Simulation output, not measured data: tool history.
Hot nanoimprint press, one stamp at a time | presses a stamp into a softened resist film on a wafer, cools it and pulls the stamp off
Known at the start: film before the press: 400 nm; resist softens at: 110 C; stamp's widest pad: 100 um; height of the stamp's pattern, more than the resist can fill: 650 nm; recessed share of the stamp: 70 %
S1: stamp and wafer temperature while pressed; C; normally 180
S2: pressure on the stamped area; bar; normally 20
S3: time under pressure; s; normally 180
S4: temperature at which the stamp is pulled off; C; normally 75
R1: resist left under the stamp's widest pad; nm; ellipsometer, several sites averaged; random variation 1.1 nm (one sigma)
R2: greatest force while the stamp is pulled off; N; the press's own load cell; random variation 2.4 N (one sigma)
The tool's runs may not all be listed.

run	hour	S1	S2	S3	S4	R1	R2
1	0	180	20	180	75	220.6	112
# hour 20.2: stamp cleaned and given a new release coat
2	48	180	20	180	75	217.3	107
3	75.9	180	20	180	75	220.7	104
4	112.5	180	20	180	75	218.4	112
5	140.5	180	20	180	75	217	111
# hour 200.3: stamp cleaned and given a new release coat
6	201.2	180	20	180	74	217.9	114
7	247.1	180	20	180	74	218.7	111
8	271.5	178	20	180	75	237.3	113
9	323.2	178	20	180	75	234.8	110
# hour 369.2: plate thermocouple calibrated
10	371.3	178	20	180	75	234.4	109
# hour 384.6: stamp cleaned and given a new release coat
11	411.8	178	20	180	75	234.5	110
12	443.7	180	20	180	75	220.9	106
13	481.9	180	20	180	75	216.1	113
14	533	180	16.8	180	75	237.2	110
# hour 567.3: stamp cleaned and given a new release coat
15	589.2	180	16.8	180	75	233.8	107
16	637.4	180	20	113	75	248.8	109
17	681.1	183	28.1	232	76	147.9	111
# hour 737.9: plate thermocouple calibrated
18	737.9	170	28.1	154	76	281.2	108
# hour 752.3: stamp cleaned and given a new release coat
19	769.4	183	20	180	75	193.3	108
20	822.5	183	20	180	75	193.5	107
21	865.2	180	12.5	153	83	273.1	85
22	918.5	185	18.4	91	79	232	99
# hour 933: stamp cleaned and given a new release coat
23	953.4	188	20	168	75	161.3	106
24	992.1	176	31.6	180	67	200.7	135
25	1037.7	175	20	180	62	257.8	153
26	1092.5	175	27.8	324	79	181.3	95
# hour 1108.5: plate thermocouple calibrated
# hour 1116.9: stamp cleaned and given a new release coat
27	1133.7	180	13.6	180	75	256.6	113

Estimate the outcome of run 28 from the log above:
28	1184.9	173	15.4	180	73	?	?

R1: 299.6 nm
R2: 118 N
With the hidden condition absent and the run-to-run variation left alone, this run would have shown R1 306.8 nm, R2 117 N.

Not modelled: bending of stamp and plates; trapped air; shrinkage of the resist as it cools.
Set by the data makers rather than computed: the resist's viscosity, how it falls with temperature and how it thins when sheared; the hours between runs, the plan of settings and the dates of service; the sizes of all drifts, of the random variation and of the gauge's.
